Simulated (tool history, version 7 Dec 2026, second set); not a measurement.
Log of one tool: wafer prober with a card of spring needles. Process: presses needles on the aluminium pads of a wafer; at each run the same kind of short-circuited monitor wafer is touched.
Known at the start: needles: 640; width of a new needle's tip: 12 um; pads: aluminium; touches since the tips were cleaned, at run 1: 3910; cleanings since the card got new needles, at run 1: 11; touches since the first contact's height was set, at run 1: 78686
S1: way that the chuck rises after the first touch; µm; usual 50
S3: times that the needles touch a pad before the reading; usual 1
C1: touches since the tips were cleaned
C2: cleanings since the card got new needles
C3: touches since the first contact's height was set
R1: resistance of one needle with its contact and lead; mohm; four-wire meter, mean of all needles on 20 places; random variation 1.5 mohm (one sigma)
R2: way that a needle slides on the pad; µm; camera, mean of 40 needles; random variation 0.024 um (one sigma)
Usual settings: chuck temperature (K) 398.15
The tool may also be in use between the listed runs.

run 1 hour=0.0 | S1=50 chuck_temperature_(K)=398.15 S3=1 | C1=3910 C2=11 C3=78686 | R1=190 R2=8.10
-- hour=8.1 tips cleaned on abrasive film
run 2 hour=10.5 | S1=50 chuck_temperature_(K)=394.15 S3=1 | C1=756 C2=12 C3=81929 | R1=196 R2=8.01
run 3 hour=21.6 | S1=32 chuck_temperature_(K)=398.15 S3=1 | C1=4178 C2=12 C3=85351 | R1=284 R2=5.03
-- hour=29.1 tips cleaned on abrasive film
run 4 hour=29.6 | S1=50 chuck_temperature_(K)=298.15 S3=1 | C1=172 C2=13 C3=87822 | R1=135 R2=7.98
run 5 hour=35.4 | S1=50 chuck_temperature_(K)=298.15 S3=1 | C1=1979 C2=13 C3=89629 | R1=170 R2=8.01
run 6 hour=46.3 | S1=50 chuck_temperature_(K)=398.15 S3=2 | C1=5347 C2=13 C3=92997 | R1=170 R2=8.01
-- hour=47.1 tips cleaned on abrasive film, once more
run 7 hour=55.3 | S1=50 chuck_temperature_(K)=398.15 S3=2 | C1=2540 C2=14 C3=95767 | R1=163 R2=7.98
run 8 hour=63.2 | S1=50 chuck_temperature_(K)=398.15 S3=2 | C1=4978 C2=14 C3=98205 | R1=171 R2=7.97
-- hour=68.0 tips cleaned on abrasive film
run 9 hour=72.6 | S1=48 chuck_temperature_(K)=398.15 S3=1 | C1=1419 C2=15 C3=101093 | R1=180 R2=7.62
run 10 hour=79.7 | S1=50 chuck_temperature_(K)=398.15 S3=1 | C1=3621 C2=15 C3=103295 | R1=189 R2=7.91
run 11 hour=86.7 | S1=50 chuck_temperature_(K)=398.15 S3=1 | C1=5809 C2=15 C3=105483 | R1=196 R2=7.98
-- hour=89.4 tips cleaned on abrasive film
run 12 hour=96.2 | S1=50 chuck_temperature_(K)=398.15 S3=1 | C1=2115 C2=16 C3=108407 | R1=173 R2=7.96
run 13 hour=103.2 | S1=50 chuck_temperature_(K)=398.15 S3=1 | C1=4278 C2=16 C3=110570 | R1=190 R2=7.96
-- hour=110.1 tips cleaned on abrasive film
run 14 hour=110.6 | S1=50 chuck_temperature_(K)=398.15 S3=1 | C1=147 C2=17 C3=112826 | R1=144 R2=7.93
run 15 hour=119.7 | S1=50 chuck_temperature_(K)=398.15 S3=1 | C1=2973 C2=17 C3=115652 | R1=188 R2=7.95
-- hour=130.8 tips cleaned on abrasive film
run 16 hour=130.8 | S1=50 chuck_temperature_(K)=398.15 S3=1 | C1=0 C2=18 C3=119097 | R1=139 R2=7.95
run 17 hour=136.5 | S1=50 chuck_temperature_(K)=398.15 S3=1 | C1=1748 C2=18 C3=120845 | R1=176 R2=7.90
run 18 hour=145.7 | S1=37 chuck_temperature_(K)=398.15 S3=1 | C1=4606 C2=18 C3=123703 | R1=238 R2=5.77
-- hour=151.5 tips cleaned on abrasive film
run 19 hour=151.5 | S1=37 chuck_temperature_(K)=398.15 S3=3 | C1=0 C2=19 C3=125490 | R1=148 R2=5.79
run 20 hour=162.5 | S1=37 chuck_temperature_(K)=323.15 S3=3 | C1=3408 C2=19 C3=128898 | R1=167 R2=5.76
run 21 hour=167.0 | S1=68 chuck_temperature_(K)=307.15 S3=2 | C1=4801 C2=19 C3=130291 | R1=143 R2=10.84
-- hour=172.2 tips cleaned on abrasive film
run 22 hour=175.8 | S1=50 chuck_temperature_(K)=398.15 S3=2 | C1=1097 C2=20 C3=132982 | R1=153 R2=7.89
run 23 hour=183.7 | S1=41 chuck_temperature_(K)=313.15 S3=1 | C1=3560 C2=20 C3=135445 | R1=216 R2=6.44
run 24 hour=188.8 | S1=52 chuck_temperature_(K)=313.15 S3=1 | C1=5141 C2=20 C3=137026 | R1=189 R2=8.23
-- hour=193.7 tips cleaned on abrasive film
run 25 hour=195.7 | S1=52 chuck_temperature_(K)=313.15 S3=1 | C1=625 C2=21 C3=139147 | R1=148 R2=8.21
run 26 hour=201.4 | S1=43 chuck_temperature_(K)=398.15 S3=1 | C1=2373 C2=21 C3=140895 | R1=201 R2=6.75
run 27 hour=211.9 | S1=54 chuck_temperature_(K)=311.15 S3=2 | C1=5641 C2=21 C3=144163 | R1=161 R2=8.58
-- hour=214.5 tips cleaned on abrasive film
run 28 hour=221.6 | S1=54 chuck_temperature_(K)=311.15 S3=2 | C1=2191 C2=22 C3=147149 | R1=154 R2=8.53
run 29 hour=230.3 | S1=54 chuck_temperature_(K)=311.15 S3=2 | C1=4880 C2=22 C3=149838 | R1=159 R2=8.51
-- hour=235.5 tips cleaned on abrasive film
run 30 hour=236.9 | S1=54 chuck_temperature_(K)=311.15 S3=2 | C1=422 C2=23 C3=151866 | R1=135 R2=8.54
run 31 hour=243.3 | S1=31 chuck_temperature_(K)=311.15 S3=1 | C1=2405 C2=23 C3=153849 | R1=265 R2=4.72
run 32 hour=250.6 | S1=50 chuck_temperature_(K)=311.15 S3=2 | C1=4665 C2=23 C3=156109 | R1=162 R2=7.81

3 ways to go on from here, each from the tool as it stands after run 32. What would each give?
-- hour=256.9 tips cleaned on abrasive film
run A hour=259.7 | S1=54 chuck_temperature_(K)=311.15 S3=2 | C1=881 C2=24 C3=158922 | R1=? R2=?
-- hour=256.9 tips cleaned on abrasive film
run B hour=259.7 | S1=50 chuck_temperature_(K)=323.15 S3=2 | C1=881 C2=24 C3=158922 | R1=? R2=?
-- hour=256.9 tips cleaned on abrasive film
run C hour=259.7 | S1=64 chuck_temperature_(K)=363.15 S3=2 | C1=881 C2=24 C3=158922 | R1=? R2=?

run=A R1=137 R2=8.51
run=B R1=144 R2=7.82
run=C R1=140 R2=10.11
Without the tool's hidden state the same runs would have given:
run=A R1=121 R2=8.90
run=B R1=125 R2=8.20
run=C R1=129 R2=10.50
